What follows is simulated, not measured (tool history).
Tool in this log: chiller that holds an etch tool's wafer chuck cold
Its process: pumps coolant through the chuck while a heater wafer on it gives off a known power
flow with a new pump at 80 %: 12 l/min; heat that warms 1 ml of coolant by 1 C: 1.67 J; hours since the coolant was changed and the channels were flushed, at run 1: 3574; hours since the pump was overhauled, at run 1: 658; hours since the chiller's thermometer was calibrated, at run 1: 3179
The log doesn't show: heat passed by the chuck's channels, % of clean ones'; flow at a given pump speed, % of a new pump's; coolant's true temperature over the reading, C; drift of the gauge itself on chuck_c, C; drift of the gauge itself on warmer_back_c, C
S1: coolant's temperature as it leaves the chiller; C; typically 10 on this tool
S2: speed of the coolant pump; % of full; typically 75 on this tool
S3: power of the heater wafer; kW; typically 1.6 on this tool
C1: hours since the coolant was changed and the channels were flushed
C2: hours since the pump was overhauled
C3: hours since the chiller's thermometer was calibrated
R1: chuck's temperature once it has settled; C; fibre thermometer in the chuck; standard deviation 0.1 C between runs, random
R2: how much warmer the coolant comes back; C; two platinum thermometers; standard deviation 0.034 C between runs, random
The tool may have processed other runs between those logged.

{"run": 1, "hour": 0.0, "S1": 10, "S2": 75, "S3": 1.6, "C1": 3574, "C2": 658, "C3": 3179, "R1": 22.4, "R2": 5.1}
{"run": 2, "hour": 81.7, "S1": 10, "S2": 75, "S3": 1.6, "C1": 3656, "C2": 740, "C3": 3260, "R1": 22.6, "R2": 5.12}
{"run": 3, "hour": 207.4, "S1": 10, "S2": 75, "S3": 1.6, "C1": 3781, "C2": 866, "C3": 3386, "R1": 22.4, "R2": 5.11}
{"hour": 233.9, "done": "coolant changed, channels flushed"}
{"run": 4, "hour": 306.8, "S1": 10, "S2": 75, "S3": 1.796, "C1": 73, "C2": 959, "C3": 3479, "R1": 23.9, "R2": 5.76}
{"run": 5, "hour": 440.9, "S1": 10, "S2": 75, "S3": 1.796, "C1": 207, "C2": 1093, "C3": 3614, "R1": 24.2, "R2": 5.77}
{"run": 6, "hour": 535.1, "S1": 10, "S2": 75, "S3": 1.796, "C1": 301, "C2": 1187, "C3": 3708, "R1": 23.8, "R2": 5.8}
{"run": 7, "hour": 646.1, "S1": 10, "S2": 75, "S3": 1.796, "C1": 412, "C2": 1298, "C3": 3819, "R1": 23.9, "R2": 5.77}
{"run": 8, "hour": 757.9, "S1": 10, "S2": 75, "S3": 1.796, "C1": 524, "C2": 1410, "C3": 3931, "R1": 23.9, "R2": 5.69}
{"run": 9, "hour": 887.2, "S1": 10, "S2": 75, "S3": 1.796, "C1": 653, "C2": 1539, "C3": 4060, "R1": 23.9, "R2": 5.74}
{"run": 10, "hour": 951.5, "S1": 13, "S2": 75, "S3": 1.796, "C1": 718, "C2": 1604, "C3": 4124, "R1": 26.9, "R2": 5.72}
{"run": 11, "hour": 1031.4, "S1": 13, "S2": 75, "S3": 1.796, "C1": 798, "C2": 1684, "C3": 4204, "R1": 27, "R2": 5.79}
{"run": 12, "hour": 1113.9, "S1": 3, "S2": 99, "S3": 2.289, "C1": 880, "C2": 1766, "C3": 4287, "R1": 17.7, "R2": 5.52}
{"hour": 1136.7, "done": "chiller's thermometer calibrated"}
{"run": 13, "hour": 1260.3, "S1": 20, "S2": 69, "S3": 1.786, "C1": 1025, "C2": 1911, "C3": 124, "R1": 34.7, "R2": 6.2}
{"run": 14, "hour": 1384.1, "S1": 9, "S2": 69, "S3": 1.512, "C1": 1149, "C2": 2035, "C3": 247, "R1": 21.6, "R2": 5.3}
{"run": 15, "hour": 1515.4, "S1": 10, "S2": 78, "S3": 1.081, "C1": 1280, "C2": 2166, "C3": 379, "R1": 18.1, "R2": 3.32}
{"run": 16, "hour": 1625.2, "S1": 10, "S2": 78, "S3": 1.081, "C1": 1390, "C2": 2276, "C3": 489, "R1": 18.1, "R2": 3.31}
{"run": 17, "hour": 1736.9, "S1": 18, "S2": 93, "S3": 1.434, "C1": 1502, "C2": 2388, "C3": 600, "R1": 27.8, "R2": 3.6}
{"run": 18, "hour": 1851.2, "S1": 18, "S2": 93, "S3": 1.434, "C1": 1616, "C2": 2502, "C3": 714, "R1": 27.6, "R2": 3.71}
{"run": 19, "hour": 1918.3, "S1": 1, "S2": 94, "S3": 2.343, "C1": 1683, "C2": 2569, "C3": 782, "R1": 16.5, "R2": 5.96}

Consider 5 possible next runs. They are alternatives, not a sequence: every one starts from the tool as it was left by run 19. What does each give?
{"run": "A", "hour": 2058.6, "S1": 11, "S2": 86, "S3": 1.006, "C1": 1824, "C2": 2710, "C3": 922, "R1": "?", "R2": "?"}
{"run": "B", "hour": 2058.6, "S1": 1, "S2": 74, "S3": 2.395, "C1": 1824, "C2": 2710, "C3": 922, "R1": "?", "R2": "?"}
{"run": "C", "hour": 2058.6, "S1": 4, "S2": 79, "S3": 0.976, "C1": 1824, "C2": 2710, "C3": 922, "R1": "?", "R2": "?"}
{"run": "D", "hour": 2058.6, "S1": 2, "S2": 62, "S3": 0.809, "C1": 1824, "C2": 2710, "C3": 922, "R1": "?", "R2": "?"}
{"run": "E", "hour": 2058.6, "S1": 10, "S2": 61, "S3": 1.852, "C1": 1824, "C2": 2710, "C3": 922, "R1": "?", "R2": "?"}

run=A R1=18.2 R2=2.88
run=B R1=20 R2=7.86
run=C R1=11.2 R2=2.98
run=D R1=9.3 R2=3.15
run=E R1=26.7 R2=7.29
Without the tool's hidden state the same runs would have given:
run=A R1=18.2 R2=2.87
run=B R1=19.9 R2=7.85
run=C R1=11.2 R2=2.98
run=D R1=9.3 R2=3.15
run=E R1=26.7 R2=7.28
